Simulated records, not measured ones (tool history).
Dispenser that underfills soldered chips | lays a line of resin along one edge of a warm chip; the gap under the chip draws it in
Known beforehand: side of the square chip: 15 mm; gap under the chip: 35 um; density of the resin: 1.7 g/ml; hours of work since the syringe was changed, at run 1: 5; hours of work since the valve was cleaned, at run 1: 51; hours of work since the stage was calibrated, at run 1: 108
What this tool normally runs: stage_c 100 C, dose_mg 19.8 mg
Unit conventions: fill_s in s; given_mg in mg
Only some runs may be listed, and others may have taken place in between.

| run | hour | stage_c | dose_mg | hours of work since the syringe was changed | hours of work since the valve was cleaned | hours of work since the stage was calibrated | fill_s | given_mg |
|---|---|---|---|---|---|---|---|---|
| 1 | 0 | 100 | 19.8 | 5 | 51 | 108 | 163.3 | 18.68 |
| 2 | 3 | 103 | 19.8 | 8 | 53 | 110 | 168 | 18.82 |
|  | 3.8 | new syringe of resin |
| 3 | 7.8 | 87 | 19.8 | 3 | 57 | 113 | 246.7 | 18.68 |
|  | 14.7 | new syringe of resin |
| 4 | 14.8 | 99 | 19.8 | 0 | 62 | 118 | 125.6 | 18.65 |
| 5 | 19.4 | 99 | 19.8 | 3 | 65 | 121 | 154.8 | 18.6 |
|  | 25.7 | new syringe of resin |
| 6 | 26.2 | 99 | 19.8 | 0 | 70 | 126 | 123.3 | 18.41 |
|  | 28.1 | dispensing valve cleaned and set on the balance |
| 7 | 33.8 | 99 | 19.8 | 5 | 4 | 131 | 168.3 | 19.83 |
|  | 37.8 | new syringe of resin |
| 8 | 40.7 | 88 | 19.8 | 2 | 9 | 136 | 225.1 | 19.5 |
| 9 | 46.8 | 91 | 17 | 7 | 13 | 140 | 274.1 | 16.93 |
|  | 49 | new syringe of resin |
| 10 | 50.3 | 91 | 19.8 | 1 | 16 | 142 | 181.8 | 19.53 |
| 11 | 56.9 | 112 | 25.6 | 6 | 21 | 147 | 101.6 | 24.94 |

Below, some changes in fill_s between adjacent runs. For each, the amount present without the hidden state too (settings, incoming material, random variation) and the amount remaining for the hidden state with gauge scatter not shared by both compared results:
What the log doesn't record here: resin's viscosity, % of fresh resin's; dose that the valve gives, % of what is set; true chip temperature over the reading, C; drift of the gauge itself on fill_s, %; drift of the gauge itself on given_mg, %.
Run 3 -> 4: stage_c 87 -> 99, new syringe of resin. fill_s -121.1 s: hidden state -41.8, all else -79.3.
Run 9 -> 10: dose_mg 17 -> 19.8, new syringe of resin. fill_s -92.3 s: hidden state -88.8, all else -3.5.

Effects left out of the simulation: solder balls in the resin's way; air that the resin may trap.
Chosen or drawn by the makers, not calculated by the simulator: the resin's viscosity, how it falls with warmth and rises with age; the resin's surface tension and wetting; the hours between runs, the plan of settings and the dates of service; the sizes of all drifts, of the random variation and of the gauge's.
